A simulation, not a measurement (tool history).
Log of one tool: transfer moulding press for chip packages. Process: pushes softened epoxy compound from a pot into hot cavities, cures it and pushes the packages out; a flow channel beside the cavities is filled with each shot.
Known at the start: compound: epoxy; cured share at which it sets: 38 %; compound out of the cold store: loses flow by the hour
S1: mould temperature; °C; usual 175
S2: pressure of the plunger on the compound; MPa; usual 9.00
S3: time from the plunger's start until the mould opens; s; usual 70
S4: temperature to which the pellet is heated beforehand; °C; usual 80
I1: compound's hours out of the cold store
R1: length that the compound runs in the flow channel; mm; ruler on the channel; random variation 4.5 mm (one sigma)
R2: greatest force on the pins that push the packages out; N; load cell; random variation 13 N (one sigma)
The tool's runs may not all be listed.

{"run": 1, "hour": 0.0, "S1": 175, "S2": 9.0, "S3": 70, "S4": 80, "I1": 32.1, "R1": 672, "R2": 1190}
{"hour": 4.5, "done": "cavities cleaned with cleaning compound and waxed"}
{"run": 2, "hour": 13.0, "S1": 175, "S2": 9.0, "S3": 70, "S4": 80, "I1": 29.9, "R1": 675, "R2": 806}
{"run": 3, "hour": 23.7, "S1": 175, "S2": 9.37, "S3": 70, "S4": 80, "I1": 44.6, "R1": 666, "R2": 964}
{"hour": 29.2, "done": "plunger's sealing rings changed"}
{"run": 4, "hour": 40.4, "S1": 175, "S2": 9.37, "S3": 70, "S4": 87, "I1": 37.9, "R1": 709, "R2": 1066}
{"run": 5, "hour": 49.5, "S1": 175, "S2": 9.0, "S3": 70, "S4": 80, "I1": 32.3, "R1": 697, "R2": 1170}
{"hour": 58.6, "done": "cavities cleaned with cleaning compound and waxed"}
{"run": 6, "hour": 64.8, "S1": 175, "S2": 9.0, "S3": 103, "S4": 80, "I1": 25.4, "R1": 715, "R2": 550}
{"run": 7, "hour": 73.9, "S1": 175, "S2": 9.0, "S3": 103, "S4": 80, "I1": 39.2, "R1": 689, "R2": 649}
{"run": 8, "hour": 88.3, "S1": 175, "S2": 9.0, "S3": 103, "S4": 80, "I1": 45.4, "R1": 677, "R2": 755}
{"run": 9, "hour": 99.9, "S1": 175, "S2": 9.0, "S3": 103, "S4": 80, "I1": 25.6, "R1": 694, "R2": 803}
{"hour": 110.2, "done": "cavities cleaned with cleaning compound and waxed"}
{"run": 10, "hour": 113.7, "S1": 175, "S2": 9.0, "S3": 70, "S4": 76, "I1": 29.2, "R1": 694, "R2": 730}
{"run": 11, "hour": 125.5, "S1": 175, "S2": 9.0, "S3": 70, "S4": 80, "I1": 32.8, "R1": 683, "R2": 891}
{"run": 12, "hour": 133.4, "S1": 175, "S2": 9.0, "S3": 70, "S4": 80, "I1": 38.3, "R1": 681, "R2": 1009}
{"run": 13, "hour": 150.7, "S1": 174, "S2": 9.0, "S3": 70, "S4": 80, "I1": 32.4, "R1": 682, "R2": 1250}
{"hour": 162.4, "done": "cavities cleaned with cleaning compound and waxed"}
{"run": 14, "hour": 168.3, "S1": 174, "S2": 9.0, "S3": 70, "S4": 80, "I1": 36.5, "R1": 679, "R2": 772}
{"run": 15, "hour": 185.7, "S1": 178, "S2": 6.86, "S3": 74, "S4": 78, "I1": 16.9, "R1": 608, "R2": 808}
{"run": 16, "hour": 201.3, "S1": 175, "S2": 7.87, "S3": 70, "S4": 80, "I1": 41.7, "R1": 630, "R2": 1126}
{"hour": 214.5, "done": "cavities cleaned with cleaning compound and waxed"}
{"run": 17, "hour": 215.8, "S1": 173, "S2": 8.9, "S3": 94, "S4": 80, "I1": 13.3, "R1": 704, "R2": 489}
{"run": 18, "hour": 227.9, "S1": 173, "S2": 8.9, "S3": 94, "S4": 80, "I1": 28.7, "R1": 682, "R2": 657}
{"hour": 231.2, "done": "mould's thermocouples calibrated"}
{"run": 19, "hour": 241.2, "S1": 173, "S2": 9.21, "S3": 78, "S4": 88, "I1": 15.1, "R1": 699, "R2": 890}
{"run": 20, "hour": 255.0, "S1": 175, "S2": 9.0, "S3": 57, "S4": 80, "I1": 46.6, "R1": 664, "R2": 1904}
{"run": 21, "hour": 262.7, "S1": 175, "S2": 10.6, "S3": 58, "S4": 80, "I1": 43.9, "R1": 720, "R2": 1971}
{"hour": 268.2, "done": "cavities cleaned with cleaning compound and waxed"}
{"run": 22, "hour": 278.4, "S1": 175, "S2": 10.6, "S3": 58, "S4": 80, "I1": 44.7, "R1": 713, "R2": 1374}
{"hour": 284.8, "done": "mould's thermocouples calibrated, once more"}
{"hour": 290.0, "done": "plunger's sealing rings changed"}
{"run": 23, "hour": 301.0, "S1": 171, "S2": 8.98, "S3": 56, "S4": 73, "I1": 41.9, "R1": 697, "R2": 2593}
{"run": 24, "hour": 311.0, "S1": 171, "S2": 8.83, "S3": 86, "S4": 73, "I1": 30.4, "R1": 693, "R2": 956}
{"run": 25, "hour": 319.4, "S1": 171, "S2": 8.83, "S3": 86, "S4": 73, "I1": 24.1, "R1": 711, "R2": 991}
{"hour": 324.8, "done": "cavities cleaned with cleaning compound and waxed"}
{"run": 26, "hour": 335.2, "S1": 182, "S2": 10.97, "S3": 97, "S4": 84, "I1": 11.1, "R1": 785, "R2": 591}
{"run": 27, "hour": 349.3, "S1": 182, "S2": 8.78, "S3": 97, "S4": 80, "I1": 25.2, "R1": 677, "R2": 753}

Forecast each of these 5 alternatives for the next run:
{"run": "A", "hour": 362.8, "S1": 182, "S2": 8.78, "S3": 67, "S4": 90, "I1": 20.0, "R1": "?", "R2": "?"}
{"run": "B", "hour": 362.8, "S1": 182, "S2": 7.25, "S3": 97, "S4": 80, "I1": 30.0, "R1": "?", "R2": "?"}
{"run": "C", "hour": 362.8, "S1": 175, "S2": 9.0, "S3": 51, "S4": 72, "I1": 20.4, "R1": "?", "R2": "?"}
{"run": "D", "hour": 362.8, "S1": 175, "S2": 10.36, "S3": 70, "S4": 80, "I1": 39.5, "R1": "?", "R2": "?"}
{"run": "E", "hour": 362.8, "S1": 173, "S2": 9.0, "S3": 93, "S4": 75, "I1": 43.7, "R1": "?", "R2": "?"}

run=A R1=685 R2=896
run=B R1=614 R2=833
run=C R1=709 R2=2924
run=D R1=737 R2=1148
run=E R1=681 R2=847
Without the tool's hidden state the same runs would have given:
run=A R1=696 R2=502
run=B R1=624 R2=463
run=C R1=720 R2=1640
run=D R1=748 R2=647
run=E R1=692 R2=472
